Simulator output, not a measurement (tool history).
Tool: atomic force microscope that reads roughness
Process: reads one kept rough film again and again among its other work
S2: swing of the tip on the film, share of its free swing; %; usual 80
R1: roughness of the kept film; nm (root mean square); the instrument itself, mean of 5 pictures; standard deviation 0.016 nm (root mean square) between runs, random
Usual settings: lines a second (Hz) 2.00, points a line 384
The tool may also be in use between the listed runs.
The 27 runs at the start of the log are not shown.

Run 28, hour 206.8: usual settings but lines a second (Hz) 0.83, S2 82 %, points a line 791. Result: R1 3.761 nm (root mean square).
At hour 208.8: height scale calibrated on a step standard, once more.
Run 29, hour 213.9: usual settings but lines a second (Hz) 0.83, S2 72 %, points a line 791. Result: R1 3.881 nm (root mean square).
Run 30, hour 222.0: usual settings but lines a second (Hz) 0.83, S2 72 %, points a line 791. Result: R1 3.874 nm (root mean square).
Run 31, hour 229.6: usual settings but lines a second (Hz) 1.40, S2 67 %, points a line 548. Result: R1 3.832 nm (root mean square).
Run 32, hour 235.6: usual settings but lines a second (Hz) 1.40, S2 67 %, points a line 548. Result: R1 3.795 nm (root mean square).
Run 33, hour 246.0: usual settings but lines a second (Hz) 1.40, S2 67 %, points a line 548. Result: R1 3.778 nm (root mean square).
Run 34, hour 250.9: usual settings but lines a second (Hz) 1.40, S2 67 %, points a line 259. Result: R1 3.775 nm (root mean square).
At hour 255.7: new tip fitted.
Run 35, hour 257.1: usual settings but lines a second (Hz) 1.35, points a line 937. Result: R1 4.020 nm (root mean square).
Run 36, hour 267.0: usual settings but lines a second (Hz) 1.35, S2 62 %, points a line 937. Result: R1 4.277 nm (root mean square).
Run 37, hour 277.1: usual settings but lines a second (Hz) 2.28. Result: R1 3.650 nm (root mean square).
Run 38, hour 285.6: usual settings but lines a second (Hz) 1.33, S2 56 %, points a line 314. Result: R1 4.300 nm (root mean square).
Run 39, hour 293.9: usual settings but lines a second (Hz) 1.52, S2 60 %, points a line 433. Result: R1 4.282 nm (root mean square).
Run 40, hour 299.1: usual settings but S2 68 %, points a line 358. Result: R1 4.003 nm (root mean square).
Run 41, hour 308.5: usual settings but lines a second (Hz) 0.76, S2 88 %, points a line 335. Result: R1 3.991 nm (root mean square).
Run 42, hour 318.0: usual settings but lines a second (Hz) 1.08, S2 73 %, points a line 335. Result: R1 4.079 nm (root mean square).

Here are 3 independent what-if runs from the current tool condition. What would each one return?
Run A, hour 327.6: usual settings but lines a second (Hz) 2.58, S2 73 %, points a line 577. Result: R1 ?.
Run B, hour 327.6: usual settings but S2 77 %. Result: R1 ?.
Run C, hour 327.6: usual settings but lines a second (Hz) 0.88, S2 72 %, points a line 524. Result: R1 ?.

run     R1
  A  3.728
  B  3.727
  C  4.129
With no hidden state in the tool, these same runs would have given:
run     R1
  A  3.861
  B  3.860
  C  4.276

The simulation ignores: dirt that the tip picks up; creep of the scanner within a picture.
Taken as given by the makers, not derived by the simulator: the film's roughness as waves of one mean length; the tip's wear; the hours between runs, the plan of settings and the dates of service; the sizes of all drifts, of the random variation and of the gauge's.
